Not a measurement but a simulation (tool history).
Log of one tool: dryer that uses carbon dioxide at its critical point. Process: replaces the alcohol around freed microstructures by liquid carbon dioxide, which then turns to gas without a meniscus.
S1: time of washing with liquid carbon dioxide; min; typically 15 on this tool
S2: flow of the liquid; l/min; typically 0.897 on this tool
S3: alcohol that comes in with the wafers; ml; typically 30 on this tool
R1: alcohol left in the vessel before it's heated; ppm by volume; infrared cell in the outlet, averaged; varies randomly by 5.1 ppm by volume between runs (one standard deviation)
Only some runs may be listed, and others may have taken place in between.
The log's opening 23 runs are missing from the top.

| run | hour | S1 | S2 | S3 | R1 |
|---|---|---|---|---|---|
| 24 | 239.0 | 12 | 0.564 | 62 | 2031 |
| 25 | 245.8 | 21 | 0.564 | 58 | 342 |
| 26 | 256.3 | 16 | 0.887 | 71 | 217 |
| 27 | 269.4 | 16 | 0.887 | 71 | 231 |
| 28 | 279.7 | 23 | 0.706 | 66 | 183 |
| 29 | 288.0 | 12 | 0.897 | 29 | 290 |
| 30 | 299.1 | 12 | 0.897 | 29 | 285 |
| 31 | 305.4 | 11 | 0.954 | 51 | 443 |
| 32 | 314.2 | 21 | 1.155 | 30 | 153 |
| 33 | 325.4 | 21 | 1.013 | 30 | 150 |
| 34 | 331.9 | 14 | 1.095 | 44 | 185 |
| 35 | 338.2 | 22 | 1.435 | 112 | 141 |
| 36 | 348.3 | 21 | 0.707 | 104 | 257 |
| 37 | 355.4 | 16 | 0.707 | 104 | 635 |
| 38 | 369.7 | 15 | 0.897 | 83 | 306 |

Predict each of these 5 candidate next runs independently; none follows another, all start after run 38:
| A | 382.0 | 15 | 0.636 | 92 | ? |
| B | 382.0 | 15 | 0.539 | 38 | ? |
| C | 382.0 | 15 | 1.005 | 83 | ? |
| D | 382.0 | 10 | 0.897 | 30 | ? |
| E | 382.0 | 15 | 0.897 | 115 | ? |

| run | R1 |
|---|---|
| A | 1067 |
| B | 875 |
| C | 238 |
| D | 505 |
| E | 348 |
Had the tool no hidden state, the same runs would have come out as:
| run | R1 |
|---|---|
| A | 820 |
| B | 657 |
| C | 71 |
| D | 317 |
| E | 165 |
